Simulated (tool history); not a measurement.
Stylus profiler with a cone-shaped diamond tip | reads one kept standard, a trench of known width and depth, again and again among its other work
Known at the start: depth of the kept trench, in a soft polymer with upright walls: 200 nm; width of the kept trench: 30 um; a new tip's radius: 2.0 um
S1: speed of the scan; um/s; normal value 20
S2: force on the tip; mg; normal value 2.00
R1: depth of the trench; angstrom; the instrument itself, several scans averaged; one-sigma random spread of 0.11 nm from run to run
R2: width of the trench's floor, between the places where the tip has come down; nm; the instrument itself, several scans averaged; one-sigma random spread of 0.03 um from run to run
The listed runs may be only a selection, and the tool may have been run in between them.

Run 1, day 0.000: usual settings. Result: R1 2021.7 angstrom, R2 28180 nm.
Run 2, day 0.667: usual settings but S1 58 um/s. Result: R1 2021.9 angstrom, R2 28140 nm.
Run 3, day 1.017: usual settings. Result: R1 2024.1 angstrom, R2 28180 nm.
Run 4, day 1.367: usual settings. Result: R1 2022.6 angstrom, R2 28240 nm.
Run 5, day 1.788: usual settings. Result: R1 2022.4 angstrom, R2 28170 nm.
Run 6, day 2.254: usual settings. Result: R1 2021.0 angstrom, R2 28330 nm.
Run 7, day 2.662: usual settings. Result: R1 2022.5 angstrom, R2 28240 nm.
Run 8, day 3.112: usual settings. Result: R1 2022.3 angstrom, R2 28160 nm.
Run 9, day 3.650: usual settings but S2 2.08 mg. Result: R1 2020.5 angstrom, R2 28240 nm.
Run 10, day 4.183: usual settings. Result: R1 2022.1 angstrom, R2 28240 nm.
Run 11, day 4.767: usual settings. Result: R1 2023.6 angstrom, R2 28220 nm.
Run 12, day 5.092: usual settings but S2 2.97 mg. Result: R1 2027.3 angstrom, R2 28220 nm.
Run 13, day 5.612: usual settings but S2 2.97 mg. Result: R1 2027.1 angstrom, R2 28220 nm.
Run 14, day 6.033: usual settings. Result: R1 2024.3 angstrom, R2 28210 nm.
Run 15, day 6.571: usual settings but S2 1.35 mg. Result: R1 2015.9 angstrom, R2 28140 nm.
Run 16, day 6.883: usual settings but S2 1.35 mg. Result: R1 2017.0 angstrom, R2 28170 nm.
Run 17, day 7.471: usual settings but S2 1.35 mg. Result: R1 2018.0 angstrom, R2 28210 nm.
Run 18, day 7.788: usual settings but S2 1.35 mg. Result: R1 2016.8 angstrom, R2 28240 nm.
Run 19, day 8.429: usual settings but S2 1.35 mg. Result: R1 2017.8 angstrom, R2 28220 nm.
Run 20, day 8.725: usual settings but S2 1.35 mg. Result: R1 2017.2 angstrom, R2 28210 nm.
Run 21, day 9.138: usual settings but S2 1.35 mg. Result: R1 2019.0 angstrom, R2 28230 nm.
Run 22, day 9.588: usual settings but S1 6 um/s, S2 1.73 mg. Result: R1 2019.2 angstrom, R2 28210 nm.
Run 23, day 10.258: usual settings but S1 6 um/s, S2 0.74 mg. Result: R1 2014.0 angstrom, R2 28220 nm.
Run 24, day 10.692: usual settings but S1 6 um/s, S2 4.55 mg. Result: R1 2036.8 angstrom, R2 28230 nm.
Run 25, day 10.967: usual settings but S1 6 um/s, S2 4.55 mg. Result: R1 2036.4 angstrom, R2 28290 nm.
Run 26, day 11.275: usual settings but S1 6 um/s, S2 4.55 mg. Result: R1 2037.3 angstrom, R2 28260 nm.
Run 27, day 11.792: usual settings but S1 79 um/s, S2 1.31 mg. Result: R1 2016.9 angstrom, R2 28000 nm.
Run 28, day 12.067: usual settings but S1 7 um/s, S2 1.11 mg. Result: R1 2017.0 angstrom, R2 28250 nm.
Run 29, day 12.442: usual settings but S1 6 um/s, S2 5.79 mg. Result: R1 2043.1 angstrom, R2 28260 nm.
At day 12.496: height scale calibrated on a step standard.
Run 30, day 12.842: usual settings but S1 6 um/s, S2 5.79 mg. Result: R1 2045.2 angstrom, R2 28220 nm.
Run 31, day 13.454: usual settings but S1 6 um/s, S2 5.79 mg. Result: R1 2045.7 angstrom, R2 28220 nm.
Run 32, day 13.796: usual settings but S1 9 um/s, S2 1.02 mg. Result: R1 2016.6 angstrom, R2 28220 nm.
Run 33, day 14.446: usual settings but S1 9 um/s, S2 1.02 mg. Result: R1 2013.9 angstrom, R2 28320 nm.
At day 14.912: height scale calibrated on a step standard, once more.
Run 34, day 15.017: usual settings but S1 10 um/s, S2 1.51 mg. Result: R1 2015.1 angstrom, R2 28250 nm.
Run 35, day 15.388: usual settings but S1 24 um/s, S2 1.51 mg. Result: R1 2017.1 angstrom, R2 28170 nm.
Run 36, day 15.879: usual settings but S1 65 um/s, S2 3.20 mg. Result: R1 2026.1 angstrom, R2 28140 nm.
Run 37, day 16.533: usual settings but S1 6 um/s. Result: R1 2018.8 angstrom, R2 28170 nm.
Run 38, day 16.892: usual settings but S1 7 um/s. Result: R1 2021.0 angstrom, R2 28180 nm.
Run 39, day 17.212: usual settings but S1 28 um/s. Result: R1 2020.3 angstrom, R2 28130 nm.
Run 40, day 17.754: usual settings but S1 48 um/s, S2 5.90 mg. Result: R1 2042.3 angstrom, R2 28170 nm.
Run 41, day 18.254: usual settings but S1 28 um/s, S2 0.74 mg. Result: R1 2009.0 angstrom, R2 28080 nm.
Run 42, day 18.700: usual settings but S1 52 um/s, S2 3.62 mg. Result: R1 2029.6 angstrom, R2 28110 nm.

Pick out some run-to-run changes in R1. Of each, how much would a tool without hidden state show as well, from the settings, what came in and chance, and how much is left for the hidden state and any gauge scatter not in both results compared?
Hidden state present: radius of the tip, um; height scale over the true one, %; drift of the gauge itself on depth_nm, %; drift of the gauge itself on floor_um, %.
Run 18 -> 19: no setting touched and nothing written in the log between the runs. R1 +1.0 angstrom: hidden state +0.2, all else +0.8.
Run 28 -> 29: S1 7 -> 6, S2 1.11 -> 5.79. R1 +26.1 angstrom: hidden state +0.1, all else +26.0.
Run 29 -> 30: height scale calibrated on a step standard. R1 +2.1 angstrom: hidden state +0.8, all else +1.3.
Run 31 -> 32: S1 6 -> 9, S2 5.79 -> 1.02. R1 -29.1 angstrom: hidden state +0.0, all else -29.1.
Run 33 -> 34: S1 9 -> 10, S2 1.02 -> 1.51, height scale calibrated on a step standard, once more. R1 +1.2 angstrom: hidden state -4.5, all else +5.7.
Run 40 -> 41: S1 48 -> 28, S2 5.90 -> 0.74. R1 -33.3 angstrom: hidden state +0.0, all else -33.3.
